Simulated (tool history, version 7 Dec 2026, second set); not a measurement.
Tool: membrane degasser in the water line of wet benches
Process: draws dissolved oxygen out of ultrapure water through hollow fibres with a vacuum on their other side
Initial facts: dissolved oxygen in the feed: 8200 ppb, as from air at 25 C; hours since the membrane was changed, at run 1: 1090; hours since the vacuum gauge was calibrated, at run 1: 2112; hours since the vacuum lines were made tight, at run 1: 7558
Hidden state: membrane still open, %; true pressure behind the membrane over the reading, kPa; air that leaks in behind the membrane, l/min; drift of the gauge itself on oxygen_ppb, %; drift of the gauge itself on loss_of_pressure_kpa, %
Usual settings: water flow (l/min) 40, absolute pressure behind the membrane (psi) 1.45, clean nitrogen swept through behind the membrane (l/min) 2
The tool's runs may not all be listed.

run	hour	water flow (l/min)	absolute pressure behind the membrane (psi)	clean nitrogen swept through behind the membrane (l/min)	hours since the membrane was changed	hours since the vacuum gauge was calibrated	hours since the vacuum lines were made tight	dissolved oxygen in the water behind the degasser (ppb)	pressure that the water loses in the fibres (psi)
1	0	40	1.45	2	1090	2112	7558	318.6	8.488
2	200.3	40	1.45	2	1290	2313	7759	318	8.52
3	470.2	40	1.45	2	1560	2583	8029	317.4	8.525
4	616	40	1.45	2	1706	2728	8174	323.9	8.517
5	907.3	40	1.45	2	1997	3020	8466	318.8	8.531
6	1180.7	40	1.45	0.94	2271	3293	8739	569.8	8.538
7	1404.3	47	2.54	2.01	2494	3517	8963	719.2	10.018
8	1604.9	47	2.54	2.01	2695	3717	9163	717.8	9.983
9	1802	47	3.02	1.73	2892	3914	9360	973.7	10.082
10	1963.8	47	1.46	1.73	3054	4076	9522	430.5	10.006
11	2111.5	40	3.23	3.65	3202	4224	9670	498.4	8.527

Expected results for the next run?
12	2366.6	34	1.17	4.44	3457	4479	9925	?	?

{"run 12": {"dissolved oxygen in the water behind the degasser (ppb)": 105, "pressure that the water loses in the fibres (psi)": 7.324}}
Had the tool carried no hidden state, the very same run would have given dissolved oxygen in the water behind the degasser (ppb) 98.3, pressure that the water loses in the fibres (psi) 7.248.
